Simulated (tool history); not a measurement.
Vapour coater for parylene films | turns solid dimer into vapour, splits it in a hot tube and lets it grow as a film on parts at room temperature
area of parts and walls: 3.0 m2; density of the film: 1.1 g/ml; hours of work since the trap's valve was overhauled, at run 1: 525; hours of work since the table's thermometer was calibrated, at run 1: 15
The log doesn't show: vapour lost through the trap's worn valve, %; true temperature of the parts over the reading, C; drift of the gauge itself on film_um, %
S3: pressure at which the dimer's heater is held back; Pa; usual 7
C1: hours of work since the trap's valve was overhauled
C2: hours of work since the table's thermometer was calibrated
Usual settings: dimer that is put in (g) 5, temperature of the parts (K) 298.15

run 1 hour=0 | dimer_that_is_put_in_(g)=5 temperature_of_the_parts_(K)=298.15 S3=7 | C1=525 C2=15 | thickness_of_the_film_(nm)=1063
run 2 hour=9.6 | dimer_that_is_put_in_(g)=5 temperature_of_the_parts_(K)=298.15 S3=7 | C1=532 C2=22 | thickness_of_the_film_(nm)=1050
run 3 hour=24.1 | dimer_that_is_put_in_(g)=5 temperature_of_the_parts_(K)=298.15 S3=7 | C1=543 C2=33 | thickness_of_the_film_(nm)=1062
run 4 hour=34.8 | dimer_that_is_put_in_(g)=5 temperature_of_the_parts_(K)=298.15 S3=7 | C1=551 C2=41 | thickness_of_the_film_(nm)=1057
run 5 hour=49.2 | dimer_that_is_put_in_(g)=5 temperature_of_the_parts_(K)=298.15 S3=7 | C1=562 C2=52 | thickness_of_the_film_(nm)=1068
run 6 hour=57 | dimer_that_is_put_in_(g)=5 temperature_of_the_parts_(K)=298.15 S3=7 | C1=568 C2=58 | thickness_of_the_film_(nm)=1072
run 7 hour=73 | dimer_that_is_put_in_(g)=5 temperature_of_the_parts_(K)=298.15 S3=7 | C1=581 C2=71 | thickness_of_the_film_(nm)=1042
run 8 hour=84.7 | dimer_that_is_put_in_(g)=7 temperature_of_the_parts_(K)=298.15 S3=7 | C1=590 C2=80 | thickness_of_the_film_(nm)=1481
run 9 hour=91.8 | dimer_that_is_put_in_(g)=7 temperature_of_the_parts_(K)=298.15 S3=7 | C1=595 C2=85 | thickness_of_the_film_(nm)=1475
run 10 hour=102.7 | dimer_that_is_put_in_(g)=5 temperature_of_the_parts_(K)=298.15 S3=8.35 | C1=604 C2=94 | thickness_of_the_film_(nm)=1042
run 11 hour=116.2 | dimer_that_is_put_in_(g)=4 temperature_of_the_parts_(K)=297.15 S3=9.66 | C1=614 C2=104 | thickness_of_the_film_(nm)=855
run 12 hour=125.5 | dimer_that_is_put_in_(g)=4 temperature_of_the_parts_(K)=307.15 S3=3.37 | C1=621 C2=111 | thickness_of_the_film_(nm)=705
run 13 hour=141.2 | dimer_that_is_put_in_(g)=2 temperature_of_the_parts_(K)=291.15 S3=2.17 | C1=633 C2=123 | thickness_of_the_film_(nm)=537
run 14 hour=151.3 | dimer_that_is_put_in_(g)=6 temperature_of_the_parts_(K)=296.15 S3=5.38 | C1=641 C2=131 | thickness_of_the_film_(nm)=1343
-- hour=159.3 trap's valve overhauled
run 15 hour=166.3 | dimer_that_is_put_in_(g)=6 temperature_of_the_parts_(K)=296.15 S3=5.38 | C1=5 C2=140 | thickness_of_the_film_(nm)=1421
run 16 hour=176.4 | dimer_that_is_put_in_(g)=4 temperature_of_the_parts_(K)=292.15 S3=9.16 | C1=13 C2=147 | thickness_of_the_film_(nm)=1034
run 17 hour=193.5 | dimer_that_is_put_in_(g)=5 temperature_of_the_parts_(K)=298.15 S3=2.58 | C1=26 C2=161 | thickness_of_the_film_(nm)=1180
run 18 hour=201.9 | dimer_that_is_put_in_(g)=5 temperature_of_the_parts_(K)=298.15 S3=2.58 | C1=33 C2=167 | thickness_of_the_film_(nm)=1180
run 19 hour=213.1 | dimer_that_is_put_in_(g)=5 temperature_of_the_parts_(K)=298.15 S3=10.46 | C1=41 C2=176 | thickness_of_the_film_(nm)=1098

Hidden state at the last listed run before each entry between runs and at the first one after, where it differs:
Between runs 14 and 15: trap's valve overhauled (hour 159.3)
  vapour lost through the trap's worn valve, %: 6.5 -> 0.5; true temperature of the parts over the reading, C: -0.08 -> -0.09
  measured less the result without the state, thickness of the film (nm): -90 -> -3
